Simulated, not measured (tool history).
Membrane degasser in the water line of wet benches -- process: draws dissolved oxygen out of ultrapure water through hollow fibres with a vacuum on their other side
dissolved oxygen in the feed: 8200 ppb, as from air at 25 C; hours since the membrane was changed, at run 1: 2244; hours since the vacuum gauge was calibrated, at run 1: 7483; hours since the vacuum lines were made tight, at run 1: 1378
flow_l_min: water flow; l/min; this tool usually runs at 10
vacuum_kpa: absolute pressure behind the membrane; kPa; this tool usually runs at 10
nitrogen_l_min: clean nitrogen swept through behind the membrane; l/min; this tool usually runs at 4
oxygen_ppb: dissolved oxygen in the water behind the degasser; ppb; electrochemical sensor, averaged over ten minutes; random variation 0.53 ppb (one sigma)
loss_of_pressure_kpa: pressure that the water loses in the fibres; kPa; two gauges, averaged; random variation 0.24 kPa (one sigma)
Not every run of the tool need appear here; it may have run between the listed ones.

| run | hour | flow_l_min | vacuum_kpa | nitrogen_l_min | hours since the membrane was changed | hours since the vacuum gauge was calibrated | hours since the vacuum lines were made tight | oxygen_ppb | loss_of_pressure_kpa |
|---|---|---|---|---|---|---|---|---|---|
| 1 | 0 | 10 | 10 | 4 | 2244 | 7483 | 1378 | 43 | 62.68 |
| 2 | 105.5 | 7 | 10 | 4 | 2349 | 7588 | 1483 | 30.5 | 44.14 |
| 3 | 192.5 | 10 | 10 | 4 | 2436 | 7675 | 1570 | 44.9 | 63.44 |
| 4 | 304.2 | 10 | 10 | 4 | 2548 | 7787 | 1682 | 44.2 | 62.63 |
| 5 | 387 | 10 | 10 | 4 | 2631 | 7870 | 1765 | 44.4 | 62.76 |
| 6 | 478.6 | 10 | 10 | 4 | 2722 | 7961 | 1856 | 44.6 | 62.95 |
| 7 | 575.3 | 10 | 17.5 | 4 | 2819 | 8058 | 1953 | 90 | 63.18 |
| 8 | 625.1 | 11 | 10 | 4 | 2869 | 8108 | 2003 | 48.7 | 69.23 |
| 9 | 733.2 | 10 | 10 | 4 | 2977 | 8216 | 2111 | 43.7 | 63.32 |
| 10 | 839.8 | 10 | 10 | 4 | 3083 | 8322 | 2218 | 44.5 | 63.38 |
| 11 | 938.3 | 10 | 10 | 4 | 3182 | 8421 | 2316 | 44.2 | 63.23 |
| 12 | 995.5 | 10 | 10 | 4 | 3239 | 8478 | 2373 | 42.9 | 63.07 |
| 13 | 1052 | 10 | 10 | 4 | 3296 | 8535 | 2430 | 44.3 | 63.33 |
| 14 | 1114.9 | 10 | 10 | 4 | 3359 | 8598 | 2493 | 43.3 | 63.4 |

Estimate the outcome of run 15 from the log above:
| 15 | 1218 | 10 | 10 | 4 | 3462 | 8701 | 2596 | ? | ? |

{"run 15": {"oxygen_ppb": 45.1, "loss_of_pressure_kpa": 63.15}}
With the hidden condition absent and the run-to-run variation left alone, this run would have shown oxygen_ppb 45.1 ppb, loss_of_pressure_kpa 63.12 kPa.

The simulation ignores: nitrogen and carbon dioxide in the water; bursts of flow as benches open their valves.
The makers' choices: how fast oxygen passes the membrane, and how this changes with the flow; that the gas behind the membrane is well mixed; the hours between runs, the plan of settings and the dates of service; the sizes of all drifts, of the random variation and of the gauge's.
